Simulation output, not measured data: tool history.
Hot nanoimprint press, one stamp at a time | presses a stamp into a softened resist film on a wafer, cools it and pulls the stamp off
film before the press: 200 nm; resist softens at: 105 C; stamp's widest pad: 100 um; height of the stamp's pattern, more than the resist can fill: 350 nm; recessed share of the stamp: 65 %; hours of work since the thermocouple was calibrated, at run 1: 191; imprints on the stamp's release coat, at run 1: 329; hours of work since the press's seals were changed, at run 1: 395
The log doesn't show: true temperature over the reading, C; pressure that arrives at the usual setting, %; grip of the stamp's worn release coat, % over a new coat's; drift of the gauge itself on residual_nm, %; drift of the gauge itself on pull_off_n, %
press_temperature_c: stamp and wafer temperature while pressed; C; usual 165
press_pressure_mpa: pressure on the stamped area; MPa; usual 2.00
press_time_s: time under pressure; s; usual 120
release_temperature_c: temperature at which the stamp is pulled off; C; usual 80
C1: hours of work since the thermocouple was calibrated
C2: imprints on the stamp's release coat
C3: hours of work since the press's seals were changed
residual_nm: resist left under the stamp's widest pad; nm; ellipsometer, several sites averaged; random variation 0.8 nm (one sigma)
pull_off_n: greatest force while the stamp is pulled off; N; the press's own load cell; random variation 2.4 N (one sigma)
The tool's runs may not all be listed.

{"run": 1, "hour": 0.0, "press_temperature_c": 165, "press_pressure_mpa": 2.0, "press_time_s": 120, "release_temperature_c": 80, "C1": 191, "C2": 329, "C3": 395, "residual_nm": 110.0, "pull_off_n": 132}
{"run": 2, "hour": 8.7, "press_temperature_c": 163, "press_pressure_mpa": 2.0, "press_time_s": 120, "release_temperature_c": 80, "C1": 198, "C2": 366, "C3": 401, "residual_nm": 122.5, "pull_off_n": 129}
{"run": 3, "hour": 21.7, "press_temperature_c": 165, "press_pressure_mpa": 2.0, "press_time_s": 120, "release_temperature_c": 85, "C1": 208, "C2": 422, "C3": 411, "residual_nm": 109.3, "pull_off_n": 115}
{"run": 4, "hour": 38.4, "press_temperature_c": 165, "press_pressure_mpa": 2.0, "press_time_s": 120, "release_temperature_c": 85, "C1": 221, "C2": 492, "C3": 424, "residual_nm": 111.1, "pull_off_n": 116}
{"run": 5, "hour": 52.5, "press_temperature_c": 165, "press_pressure_mpa": 2.0, "press_time_s": 120, "release_temperature_c": 80, "C1": 231, "C2": 552, "C3": 434, "residual_nm": 111.9, "pull_off_n": 133}
{"run": 6, "hour": 60.9, "press_temperature_c": 165, "press_pressure_mpa": 2.52, "press_time_s": 120, "release_temperature_c": 80, "C1": 238, "C2": 588, "C3": 441, "residual_nm": 101.9, "pull_off_n": 138}
{"run": 7, "hour": 69.7, "press_temperature_c": 165, "press_pressure_mpa": 2.52, "press_time_s": 69, "release_temperature_c": 80, "C1": 244, "C2": 626, "C3": 447, "residual_nm": 123.3, "pull_off_n": 138}
{"run": 8, "hour": 81.3, "press_temperature_c": 165, "press_pressure_mpa": 2.89, "press_time_s": 120, "release_temperature_c": 80, "C1": 253, "C2": 675, "C3": 456, "residual_nm": 96.7, "pull_off_n": 132}
{"run": 9, "hour": 90.8, "press_temperature_c": 165, "press_pressure_mpa": 2.89, "press_time_s": 120, "release_temperature_c": 80, "C1": 260, "C2": 715, "C3": 463, "residual_nm": 97.7, "pull_off_n": 140}
{"run": 10, "hour": 100.9, "press_temperature_c": 165, "press_pressure_mpa": 2.89, "press_time_s": 240, "release_temperature_c": 80, "C1": 268, "C2": 758, "C3": 471, "residual_nm": 74.9, "pull_off_n": 145}
{"run": 11, "hour": 116.1, "press_temperature_c": 165, "press_pressure_mpa": 2.89, "press_time_s": 240, "release_temperature_c": 80, "C1": 280, "C2": 823, "C3": 483, "residual_nm": 74.8, "pull_off_n": 147}
{"run": 12, "hour": 133.7, "press_temperature_c": 165, "press_pressure_mpa": 2.89, "press_time_s": 240, "release_temperature_c": 80, "C1": 293, "C2": 897, "C3": 496, "residual_nm": 75.1, "pull_off_n": 147}
{"run": 13, "hour": 146.5, "press_temperature_c": 165, "press_pressure_mpa": 2.89, "press_time_s": 210, "release_temperature_c": 80, "C1": 303, "C2": 952, "C3": 506, "residual_nm": 79.1, "pull_off_n": 154}
{"run": 14, "hour": 154.9, "press_temperature_c": 165, "press_pressure_mpa": 2.89, "press_time_s": 210, "release_temperature_c": 80, "C1": 309, "C2": 988, "C3": 512, "residual_nm": 80.3, "pull_off_n": 145}
{"run": 15, "hour": 165.0, "press_temperature_c": 165, "press_pressure_mpa": 2.89, "press_time_s": 210, "release_temperature_c": 80, "C1": 317, "C2": 1031, "C3": 520, "residual_nm": 79.8, "pull_off_n": 153}
{"run": 16, "hour": 181.5, "press_temperature_c": 165, "press_pressure_mpa": 2.19, "press_time_s": 120, "release_temperature_c": 80, "C1": 329, "C2": 1100, "C3": 532, "residual_nm": 111.2, "pull_off_n": 150}
{"run": 17, "hour": 189.5, "press_temperature_c": 165, "press_pressure_mpa": 1.51, "press_time_s": 120, "release_temperature_c": 80, "C1": 335, "C2": 1134, "C3": 538, "residual_nm": 127.5, "pull_off_n": 154}
{"run": 18, "hour": 200.1, "press_temperature_c": 165, "press_pressure_mpa": 1.75, "press_time_s": 120, "release_temperature_c": 76, "C1": 343, "C2": 1179, "C3": 546, "residual_nm": 120.1, "pull_off_n": 180}
{"run": 19, "hour": 215.5, "press_temperature_c": 175, "press_pressure_mpa": 2.25, "press_time_s": 150, "release_temperature_c": 74, "C1": 355, "C2": 1245, "C3": 558, "residual_nm": 54.0, "pull_off_n": 187}
{"run": 20, "hour": 228.9, "press_temperature_c": 175, "press_pressure_mpa": 2.25, "press_time_s": 150, "release_temperature_c": 74, "C1": 365, "C2": 1302, "C3": 568, "residual_nm": 54.5, "pull_off_n": 185}
{"hour": 237.6, "done": "plate thermocouple calibrated"}
{"run": 21, "hour": 245.0, "press_temperature_c": 164, "press_pressure_mpa": 1.32, "press_time_s": 136, "release_temperature_c": 80, "C1": 6, "C2": 1357, "C3": 578, "residual_nm": 123.6, "pull_off_n": 155}
{"run": 22, "hour": 255.1, "press_temperature_c": 164, "press_pressure_mpa": 1.32, "press_time_s": 136, "release_temperature_c": 81, "C1": 13, "C2": 1400, "C3": 586, "residual_nm": 122.9, "pull_off_n": 152}
{"run": 23, "hour": 266.1, "press_temperature_c": 164, "press_pressure_mpa": 1.32, "press_time_s": 136, "release_temperature_c": 81, "C1": 22, "C2": 1447, "C3": 594, "residual_nm": 123.9, "pull_off_n": 160}
{"run": 24, "hour": 283.8, "press_temperature_c": 164, "press_pressure_mpa": 1.32, "press_time_s": 136, "release_temperature_c": 81, "C1": 35, "C2": 1523, "C3": 608, "residual_nm": 124.8, "pull_off_n": 156}
{"run": 25, "hour": 292.5, "press_temperature_c": 156, "press_pressure_mpa": 2.3, "press_time_s": 69, "release_temperature_c": 71, "C1": 42, "C2": 1559, "C3": 614, "residual_nm": 173.2, "pull_off_n": 205}
{"run": 26, "hour": 304.0, "press_temperature_c": 156, "press_pressure_mpa": 2.3, "press_time_s": 69, "release_temperature_c": 71, "C1": 50, "C2": 1608, "C3": 623, "residual_nm": 170.5, "pull_off_n": 210}
{"run": 27, "hour": 321.0, "press_temperature_c": 165, "press_pressure_mpa": 2.0, "press_time_s": 120, "release_temperature_c": 67, "C1": 63, "C2": 1681, "C3": 636, "residual_nm": 106.6, "pull_off_n": 224}
{"run": 28, "hour": 339.1, "press_temperature_c": 165, "press_pressure_mpa": 1.48, "press_time_s": 120, "release_temperature_c": 69, "C1": 77, "C2": 1757, "C3": 650, "residual_nm": 118.7, "pull_off_n": 219}
{"run": 29, "hour": 348.8, "press_temperature_c": 153, "press_pressure_mpa": 2.0, "press_time_s": 116, "release_temperature_c": 77, "C1": 84, "C2": 1798, "C3": 657, "residual_nm": 177.0, "pull_off_n": 185}
{"run": 30, "hour": 359.4, "press_temperature_c": 165, "press_pressure_mpa": 2.0, "press_time_s": 118, "release_temperature_c": 81, "C1": 92, "C2": 1843, "C3": 665, "residual_nm": 109.9, "pull_off_n": 180}
{"run": 31, "hour": 370.9, "press_temperature_c": 168, "press_pressure_mpa": 1.41, "press_time_s": 116, "release_temperature_c": 70, "C1": 101, "C2": 1893, "C3": 674, "residual_nm": 106.1, "pull_off_n": 220}

Some steps in residual_nm between neighbouring runs. How much of each would the tool show without its hidden state too (settings, what came in, random variation), and how much is left for the hidden state, with any gauge scatter that isn't in both results?
Run 18 -> 19: press_temperature_c 165 -> 175, press_pressure_mpa 1.75 -> 2.25, press_time_s 120 -> 150, release_temperature_c 76 -> 74. residual_nm -66.1 nm: hidden state -4.7, all else -61.4.
Run 20 -> 21: press_temperature_c 175 -> 164, press_pressure_mpa 2.25 -> 1.32, press_time_s 150 -> 136, release_temperature_c 74 -> 80, plate thermocouple calibrated. residual_nm +69.1 nm: hidden state -4.9, all else +74.0.
Run 29 -> 30: press_temperature_c 153 -> 165, press_time_s 116 -> 118, release_temperature_c 77 -> 81. residual_nm -67.1 nm: hidden state +1.8, all else -68.9.
